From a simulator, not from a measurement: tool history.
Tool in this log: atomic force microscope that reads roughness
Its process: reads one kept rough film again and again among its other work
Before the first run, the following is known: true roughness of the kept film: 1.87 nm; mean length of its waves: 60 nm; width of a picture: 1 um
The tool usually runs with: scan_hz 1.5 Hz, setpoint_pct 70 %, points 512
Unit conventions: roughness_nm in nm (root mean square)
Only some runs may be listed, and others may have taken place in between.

run     day  scan_hz  setpoint_pct  points  roughness_nm
  1       0      1.5            70     512         1.717
  2   1.208      1.5            70     512         1.699
  3   2.392      1.5            70     512         1.679
  4   3.467      1.5            70     512         1.649
  5   4.317      1.5            59     512         1.741
  6   5.992      1.5            59     512         1.701
  7   8.042      1.5            59     512         1.675
  8     9.1      1.5            59     332         1.727
  9  11.062     1.89            59     332         1.692
 10  12.996     1.89            59     332          1.74
 11  14.975     1.89            59     332         1.687
 12  15.967     1.89            59     332         1.674
 13  17.746      1.5            70     512         1.679
 14  19.079     0.92            79     367         1.646
 15  19.908      0.5            55     986         1.687
 16  21.038     1.27            75     445         1.685
 17  22.075     1.27            75     445          1.75
 18  23.508     3.28            72     787         1.629
 19  24.775      1.5            89     623         1.613
 20  26.667     2.61            75     479         1.665
 21  28.146      2.5            70     489         1.669
 22  29.575      2.5            68     785         1.657
 23  30.733     3.42            66     503         1.704
 24  31.917      1.5            57     512         1.755
 25  33.338     0.51            74     956         1.734

Withheld: 9 entries from between the runs. Position of each, and hidden state at the listed run before versus the listed run after:
After run 4, before run 5: new tip fitted (day 4.317)
  radius of the tip, nm: 31 -> 10.5; height scale over the true one, %: -2.39 -> -2.41
  measured less the result without the state, roughness_nm: -0.111 -> -0.045 nm (root mean square)
After run 7, before run 8: new tip fitted (day 8.683)
  radius of the tip, nm: 33.5 -> 13.8; height scale over the true one, %: -2.53 -> -2.57
  measured less the result without the state, roughness_nm: -0.124 -> -0.059 nm (root mean square)
After run 9, before run 10: new tip fitted (day 12.996)
  radius of the tip, nm: 24.8 -> 10.8; height scale over the true one, %: -2.63 -> -2.69
  measured less the result without the state, roughness_nm: -0.097 -> -0.051 nm (root mean square)
After run 12, before run 13: height scale calibrated on a step standard (day 16.65); new tip fitted (day 17.496)
  radius of the tip, nm: 29.5 -> 11.6; height scale over the true one, %: -2.79 -> -4.12
  measured less the result without the state, roughness_nm: -0.115 -> -0.078 nm (root mean square)
After run 15, before run 16: height scale calibrated on a step standard, once more (day 20.975)
  radius of the tip, nm: 23.8 -> 29.9; height scale over the true one, %: -4.19 -> 0.18
  measured less the result without the state, roughness_nm: -0.123 -> -0.065 nm (root mean square)
After run 16, before run 17: new tip fitted (day 21.954)
  radius of the tip, nm: 29.9 -> 11.1; height scale over the true one, %: 0.18 -> 0.15
  measured less the result without the state, roughness_nm: -0.065 -> -0.001 nm (root mean square)
After run 19, before run 20: new tip fitted (day 26.317)
  radius of the tip, nm: 26.2 -> 13.1; height scale over the true one, %: 0.05 -> -0.01
  measured less the result without the state, roughness_nm: -0.052 -> -0.011 nm (root mean square)
After run 22, before run 23: new tip fitted (day 30.725)
  radius of the tip, nm: 30.5 -> 10.5; height scale over the true one, %: -0.11 -> -0.15
  measured less the result without the state, roughness_nm: -0.07 -> -0.004 nm (root mean square)
